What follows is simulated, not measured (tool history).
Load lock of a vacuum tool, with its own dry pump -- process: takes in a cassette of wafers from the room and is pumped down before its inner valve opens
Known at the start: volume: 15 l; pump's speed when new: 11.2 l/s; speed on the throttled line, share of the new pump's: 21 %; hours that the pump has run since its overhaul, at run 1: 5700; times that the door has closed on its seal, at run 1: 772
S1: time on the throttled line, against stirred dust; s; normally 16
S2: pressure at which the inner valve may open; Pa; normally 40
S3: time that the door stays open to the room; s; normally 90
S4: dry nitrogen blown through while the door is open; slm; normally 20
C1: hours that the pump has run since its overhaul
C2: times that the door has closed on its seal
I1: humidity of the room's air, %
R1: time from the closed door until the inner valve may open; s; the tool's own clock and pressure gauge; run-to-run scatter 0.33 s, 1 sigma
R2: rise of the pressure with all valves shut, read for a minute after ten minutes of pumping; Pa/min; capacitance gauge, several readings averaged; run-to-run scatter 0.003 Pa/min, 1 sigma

| run | day | S1 | S2 | S3 | S4 | C1 | C2 | I1 | R1 | R2 |
|---|---|---|---|---|---|---|---|---|---|---|
| 1 | 0.000 | 16 | 40 | 90 | 20 | 5700 | 772 | 46.6 | 24.1 | 0.057 |
| 2 | 10.442 | 16 | 40 | 90 | 20 | 5951 | 1946 | 46.3 | 23.7 | 0.060 |
| 3 | 18.871 | 16 | 40 | 90 | 20 | 6153 | 2895 | 44.1 | 24.0 | 0.059 |
| 4 | 25.000 | 16 | 40 | 90 | 20 | 6300 | 3584 | 49.5 | 23.8 | 0.063 |
| 5 | 35.654 | 16 | 40 | 90 | 20 | 6556 | 4783 | 48.0 | 23.5 | 0.074 |
| 6 | 44.275 | 16 | 40 | 90 | 20 | 6763 | 5753 | 45.6 | 23.9 | 0.072 |
| 7 | 50.400 | 16 | 40 | 90 | 20 | 6910 | 6442 | 46.0 | 24.0 | 0.075 |
| 8 | 60.854 | 16 | 40 | 90 | 20 | 7160 | 7618 | 43.8 | 24.5 | 0.085 |
| 9 | 67.292 | 16 | 70 | 90 | 20 | 7315 | 8343 | 46.4 | 23.4 | 0.087 |
| 10 | 75.471 | 16 | 70 | 90 | 20 | 7511 | 9263 | 46.5 | 23.1 | 0.093 |
| 11 | 81.688 | 11 | 40 | 90 | 20 | 7661 | 9962 | 44.2 | 19.9 | 0.093 |
| 12 | 89.108 | 13 | 40 | 90 | 20 | 7839 | 10797 | 47.1 | 21.9 | 0.103 |
| 13 | 96.421 | 16 | 40 | 74 | 20 | 8014 | 11620 | 46.3 | 24.4 | 0.102 |
| 14 | 103.233 | 16 | 40 | 74 | 20 | 8178 | 12387 | 45.3 | 23.7 | 0.107 |
| 15 | 110.400 | 16 | 40 | 90 | 20 | 8350 | 13193 | 46.9 | 24.1 | 0.119 |
| 16 | 117.492 | 16 | 40 | 90 | 20 | 8520 | 13991 | 48.7 | 24.0 | 0.131 |
| 17 | 127.825 | 16 | 40 | 90 | 20 | 8768 | 15153 | 44.7 | 24.5 | 0.137 |
| 18 | 134.046 | 16 | 40 | 90 | 7 | 8917 | 15853 | 41.7 | 23.6 | 0.156 |
| 19 | 144.700 | 16 | 40 | 60 | 20 | 9173 | 17052 | 45.1 | 24.3 | 0.152 |
| 20 | 149.567 | 16 | 40 | 60 | 20 | 9290 | 17600 | 44.8 | 23.7 | 0.155 |
| 21 | 160.521 | 8 | 54 | 27 | 10 | 9553 | 18832 | 48.0 | 18.0 | 0.160 |
| 22 | 166.246 | 8 | 54 | 27 | 10 | 9690 | 19476 | 47.7 | 17.7 | 0.172 |
| 23 | 172.150 | 8 | 54 | 27 | 10 | 9832 | 20141 | 49.1 | 17.9 | 0.178 |
| 24 | 180.829 | 28 | 43 | 27 | 10 | 10040 | 21117 | 46.8 | 34.1 | 0.193 |
| 25 | 188.804 | 12 | 40 | 93 | 23 | 10231 | 22014 | 45.4 | 21.2 | 0.205 |
| 26 | 195.075 | 16 | 40 | 46 | 20 | 10382 | 22720 | 46.4 | 24.3 | 0.207 |
| 27 | 205.196 | 13 | 40 | 90 | 14 | 10625 | 23859 | 45.7 | 21.9 | 0.240 |
| 28 | 214.054 | 13 | 65 | 90 | 14 | 10837 | 24855 | 48.3 | 21.0 | 0.253 |
| 29 | 221.946 | 13 | 65 | 90 | 14 | 11027 | 25743 | 45.1 | 21.1 | 0.276 |
| 30 | 230.488 | 16 | 33 | 161 | 8 | 11232 | 26704 | 47.7 | 23.9 | 0.309 |
| 31 | 239.317 | 15 | 40 | 90 | 33 | 11444 | 27698 | 47.2 | 23.7 | 0.285 |
| 32 | 247.917 | 16 | 41 | 33 | 33 | 11650 | 28665 | 44.7 | 24.2 | 0.285 |
|  | 250.525 | door's seal changed, seat wiped |
| 33 | 253.346 | 12 | 40 | 109 | 20 | 11779 | 317 | 44.1 | 22.4 | 0.055 |
| 34 | 259.308 | 23 | 53 | 90 | 20 | 11922 | 988 | 46.2 | 29.6 | 0.058 |
| 35 | 270.454 | 9 | 35 | 171 | 20 | 12189 | 2242 | 40.9 | 19.5 | 0.066 |
| 36 | 275.221 | 16 | 40 | 37 | 8 | 12304 | 2778 | 47.6 | 25.6 | 0.054 |
| 37 | 280.596 | 15 | 40 | 26 | 20 | 12433 | 3383 | 44.7 | 24.1 | 0.042 |
| 38 | 288.725 | 15 | 40 | 26 | 20 | 12628 | 4298 | 45.2 | 23.5 | 0.044 |

Measured minus without-hidden-state, run by run (identical run-to-run variation in each term; gauge scatter may differ):
Hidden state present: pump's speed, % of a new pump's; leak at the door's seal, Pa l/s; drift of the gauge itself on ready_s, %; drift of the gauge itself on rise_pa_min, %.
| run | R1 | R2 |
|---|---|---|
| 1 | +0.6 | -0.001 |
| 2 | +0.7 | +0.003 |
| 3 | +0.7 | +0.006 |
| 4 | +0.7 | +0.009 |
| 5 | +0.7 | +0.014 |
| 6 | +0.7 | +0.018 |
| 7 | +0.8 | +0.022 |
| 8 | +0.8 | +0.029 |
| 9 | +0.8 | +0.032 |
| 10 | +0.8 | +0.038 |
| 11 | +1.0 | +0.044 |
| 12 | +1.0 | +0.049 |
| 13 | +0.9 | +0.054 |
| 14 | +0.9 | +0.062 |
| 15 | +1.0 | +0.068 |
| 16 | +1.0 | +0.074 |
| 17 | +1.0 | +0.085 |
| 18 | +1.1 | +0.093 |
| 19 | +1.1 | +0.106 |
| 20 | +1.0 | +0.111 |
| 21 | +1.3 | +0.123 |
| 22 | +1.3 | +0.129 |
| 23 | +1.4 | +0.136 |
| 24 | +0.7 | +0.149 |
| 25 | +1.3 | +0.156 |
| 26 | +1.2 | +0.166 |
| 27 | +1.3 | +0.181 |
| 28 | +1.2 | +0.192 |
| 29 | +1.3 | +0.213 |
| 30 | +1.4 | +0.222 |
| 31 | +1.4 | +0.238 |
| 32 | +1.4 | +0.250 |
| 33 | +1.6 | +0.000 |
| 34 | +1.1 | +0.002 |
| 35 | +1.8 | +0.006 |
| 36 | +1.5 | +0.008 |
| 37 | +1.5 | +0.010 |
| 38 | +1.6 | +0.014 |

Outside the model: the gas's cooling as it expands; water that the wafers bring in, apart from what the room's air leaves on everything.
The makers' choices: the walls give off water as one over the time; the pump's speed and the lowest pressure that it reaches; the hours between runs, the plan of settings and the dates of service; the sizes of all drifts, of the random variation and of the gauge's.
